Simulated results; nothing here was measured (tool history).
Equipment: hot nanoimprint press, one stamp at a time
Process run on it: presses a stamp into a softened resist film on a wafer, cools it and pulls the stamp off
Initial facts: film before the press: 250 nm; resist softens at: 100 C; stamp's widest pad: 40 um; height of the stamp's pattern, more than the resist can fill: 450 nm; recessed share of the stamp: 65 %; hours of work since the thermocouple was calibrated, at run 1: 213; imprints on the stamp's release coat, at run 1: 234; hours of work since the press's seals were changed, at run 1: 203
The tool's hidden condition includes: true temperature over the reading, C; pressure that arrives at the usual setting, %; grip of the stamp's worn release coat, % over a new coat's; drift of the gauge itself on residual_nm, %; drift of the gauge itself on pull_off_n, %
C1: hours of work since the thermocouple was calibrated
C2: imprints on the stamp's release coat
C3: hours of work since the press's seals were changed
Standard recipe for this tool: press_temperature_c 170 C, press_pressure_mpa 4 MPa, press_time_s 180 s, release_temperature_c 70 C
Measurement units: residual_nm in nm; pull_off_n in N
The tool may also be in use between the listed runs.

Run 1, hour 0: usual settings; C1 213; C2 234; C3 203. Result: residual_nm 92.4 nm, pull_off_n 121 N.
Run 2, hour 5.2: usual settings but release_temperature_c 77 C; C1 217; C2 259; C3 207. Result: residual_nm 92.7 nm, pull_off_n 112 N.
Run 3, hour 11.8: usual settings but release_temperature_c 77 C; C1 222; C2 291; C3 211. Result: residual_nm 92 nm, pull_off_n 113 N.
Run 4, hour 19.7: usual settings but release_temperature_c 77 C; C1 228; C2 328; C3 217. Result: residual_nm 92.3 nm, pull_off_n 117 N.
Run 5, hour 29.4: usual settings but release_temperature_c 77 C; C1 235; C2 375; C3 224. Result: residual_nm 92 nm, pull_off_n 114 N.
Run 6, hour 34.3: usual settings but release_temperature_c 77 C; C1 239; C2 398; C3 228. Result: residual_nm 92.5 nm, pull_off_n 115 N.
Run 7, hour 41.8: usual settings but press_time_s 158 s; C1 244; C2 434; C3 233. Result: residual_nm 97.1 nm, pull_off_n 115 N.
Run 8, hour 48.1: usual settings but press_time_s 142 s; C1 249; C2 464; C3 238. Result: residual_nm 100.9 nm, pull_off_n 122 N.
Run 9, hour 55: usual settings; C1 254; C2 497; C3 243. Result: residual_nm 92.1 nm, pull_off_n 120 N.
Run 10, hour 59.5: usual settings; C1 257; C2 518; C3 246. Result: residual_nm 92.2 nm, pull_off_n 121 N.
Run 11, hour 69: usual settings; C1 264; C2 564; C3 253. Result: residual_nm 91.9 nm, pull_off_n 125 N.
Run 12, hour 75.5: usual settings but press_temperature_c 169 C; C1 269; C2 595; C3 258. Result: residual_nm 97.1 nm, pull_off_n 117 N.
Run 13, hour 82.3: usual settings but press_temperature_c 162 C; C1 274; C2 627; C3 263. Result: residual_nm 138.9 nm, pull_off_n 119 N.
Run 14, hour 90: usual settings; C1 279; C2 664; C3 269. Result: residual_nm 92.7 nm, pull_off_n 124 N.
Run 15, hour 97.5: usual settings but press_temperature_c 171 C; C1 285; C2 700; C3 274. Result: residual_nm 87.4 nm, pull_off_n 118 N.
Run 16, hour 103.7: usual settings but press_temperature_c 172 C, release_temperature_c 76 C; C1 289; C2 730; C3 279. Result: residual_nm 83.2 nm, pull_off_n 113 N.
Run 17, hour 113.6: usual settings but press_temperature_c 165 C, press_time_s 124 s; C1 297; C2 777; C3 286. Result: residual_nm 136.1 nm, pull_off_n 126 N.
Run 18, hour 121.5: usual settings but press_temperature_c 180 C, press_pressure_mpa 3.73 MPa, press_time_s 319 s; C1 302; C2 815; C3 292. Result: residual_nm 44.4 nm, pull_off_n 125 N.
Run 19, hour 131.7: usual settings but press_temperature_c 180 C, press_pressure_mpa 3.08 MPa, press_time_s 299 s, release_temperature_c 77 C; C1 310; C2 863; C3 299. Result: residual_nm 51 nm, pull_off_n 113 N.
Run 20, hour 138: usual settings but press_temperature_c 159 C, press_pressure_mpa 6.07 MPa, press_time_s 97 s, release_temperature_c 67 C; C1 314; C2 893; C3 304. Result: residual_nm 165.3 nm, pull_off_n 119 N.
Run 21, hour 144.3: usual settings but press_temperature_c 182 C, press_pressure_mpa 3.79 MPa, press_time_s 310 s; C1 319; C2 924; C3 308. Result: residual_nm 41 nm, pull_off_n 117 N.
Run 22, hour 152.9: usual settings but press_temperature_c 175 C, press_pressure_mpa 4.38 MPa, press_time_s 218 s, release_temperature_c 59 C; C1 325; C2 965; C3 315. Result: residual_nm 62.4 nm, pull_off_n 121 N.
Run 23, hour 163.3: usual settings but press_temperature_c 162 C, press_pressure_mpa 2.8 MPa, release_temperature_c 62 C; C1 333; C2 1014; C3 322. Result: residual_nm 157.9 nm, pull_off_n 128 N.
Run 24, hour 174.2: usual settings but press_temperature_c 172 C, press_time_s 101 s; C1 341; C2 1066; C3 330. Result: residual_nm 104.6 nm, pull_off_n 120 N.
Run 25, hour 184.8: usual settings but press_temperature_c 158 C, press_pressure_mpa 3.84 MPa, press_time_s 177 s, release_temperature_c 68 C; C1 349; C2 1117; C3 338. Result: residual_nm 168.5 nm, pull_off_n 118 N.
Run 26, hour 191.1: usual settings but press_temperature_c 158 C, press_pressure_mpa 4.03 MPa, press_time_s 177 s, release_temperature_c 76 C; C1 353; C2 1147; C3 343. Result: residual_nm 166.8 nm, pull_off_n 119 N.

Run 27 has not been measured yet. What should we expect?
Run 27, hour 200: usual settings but press_temperature_c 158 C, press_pressure_mpa 4.03 MPa, press_time_s 177 s, release_temperature_c 76 C; C1 360; C2 1189; C3 349. Result: residual_nm ?, pull_off_n ?.

residual_nm: 167.3 nm
pull_off_n: 116 N
With the hidden condition absent and the run-to-run variation left alone, this run would have shown residual_nm 167.4 nm, pull_off_n 115 N.
